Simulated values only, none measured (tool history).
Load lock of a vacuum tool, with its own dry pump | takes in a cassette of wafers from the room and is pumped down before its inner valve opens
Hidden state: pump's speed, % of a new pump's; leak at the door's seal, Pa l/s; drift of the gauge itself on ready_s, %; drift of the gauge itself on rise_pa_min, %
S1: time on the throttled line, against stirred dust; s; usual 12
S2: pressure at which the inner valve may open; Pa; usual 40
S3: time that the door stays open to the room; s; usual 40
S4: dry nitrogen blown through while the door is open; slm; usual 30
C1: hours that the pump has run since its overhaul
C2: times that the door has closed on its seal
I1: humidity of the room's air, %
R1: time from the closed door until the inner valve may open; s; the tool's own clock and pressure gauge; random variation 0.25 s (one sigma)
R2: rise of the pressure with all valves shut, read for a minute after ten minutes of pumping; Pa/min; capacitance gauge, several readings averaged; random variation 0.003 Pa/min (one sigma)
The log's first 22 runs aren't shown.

run 23 day=62.221 | S1=12 S2=75 S3=40 S4=30 | C1=4722 C2=3737 | I1=42.8 | R1=26.5 R2=0.033
run 24 day=65.425 | S1=12 S2=40 S3=41 S4=5 | C1=4799 C2=3851 | I1=44.2 | R1=28.1 R2=0.051
run 25 day=67.971 | S1=12 S2=40 S3=41 S4=5 | C1=4860 C2=3940 | I1=46.5 | R1=27.6 R2=0.045
run 26 day=71.233 | S1=12 S2=40 S3=40 S4=43 | C1=4938 C2=4056 | I1=44.6 | R1=27.8 R2=0.039
run 27 day=74.892 | S1=8 S2=40 S3=40 S4=43 | C1=5026 C2=4185 | I1=44.5 | R1=24.9 R2=0.031
run 28 day=76.917 | S1=12 S2=40 S3=87 S4=38 | C1=5074 C2=4256 | I1=46.8 | R1=28.1 R2=0.035
run 29 day=78.592 | S1=12 S2=40 S3=87 S4=38 | C1=5115 C2=4315 | I1=39.3 | R1=28.5 R2=0.037
run 30 day=82.504 | S1=8 S2=58 S3=40 S4=30 | C1=5209 C2=4454 | I1=45.9 | R1=24.3 R2=0.041
run 31 day=85.5 | S1=8 S2=58 S3=168 S4=30 | C1=5280 C2=4560 | I1=45.8 | R1=24.7 R2=0.046
run 32 day=88.95 | S1=15 S2=66 S3=40 S4=13 | C1=5363 C2=4681 | I1=45.7 | R1=28.8 R2=0.043
run 33 day=90.6 | S1=12 S2=70 S3=40 S4=19 | C1=5403 C2=4740 | I1=43.5 | R1=26.7 R2=0.037
run 34 day=92.525 | S1=6 S2=33 S3=29 S4=30 | C1=5449 C2=4808 | I1=45.3 | R1=24.7 R2=0.036
run 35 day=95.192 | S1=6 S2=33 S3=131 S4=30 | C1=5513 C2=4902 | I1=43.8 | R1=24.2 R2=0.044
run 36 day=97.779 | S1=12 S2=40 S3=55 S4=30 | C1=5575 C2=4993 | I1=43.3 | R1=27.9 R2=0.039

3 ways to go on from here, each from the tool as it stands after run 36. What would each give?
run A day=100.121 | S1=12 S2=40 S3=57 S4=12 | C1=5631 C2=5076 | I1=42.2 | R1=? R2=?
run B day=100.121 | S1=12 S2=69 S3=62 S4=39 | C1=5631 C2=5076 | I1=45.1 | R1=? R2=?
run C day=100.121 | S1=19 S2=40 S3=40 S4=30 | C1=5631 C2=5076 | I1=45.3 | R1=? R2=?

run=A R1=28.2 R2=0.047
run=B R1=26.4 R2=0.041
run=C R1=33 R2=0.033
Without the tool's hidden state the same runs would have given:
run=A R1=26.7 R2=0.029
run=B R1=25.1 R2=0.023
run=C R1=31.7 R2=0.015

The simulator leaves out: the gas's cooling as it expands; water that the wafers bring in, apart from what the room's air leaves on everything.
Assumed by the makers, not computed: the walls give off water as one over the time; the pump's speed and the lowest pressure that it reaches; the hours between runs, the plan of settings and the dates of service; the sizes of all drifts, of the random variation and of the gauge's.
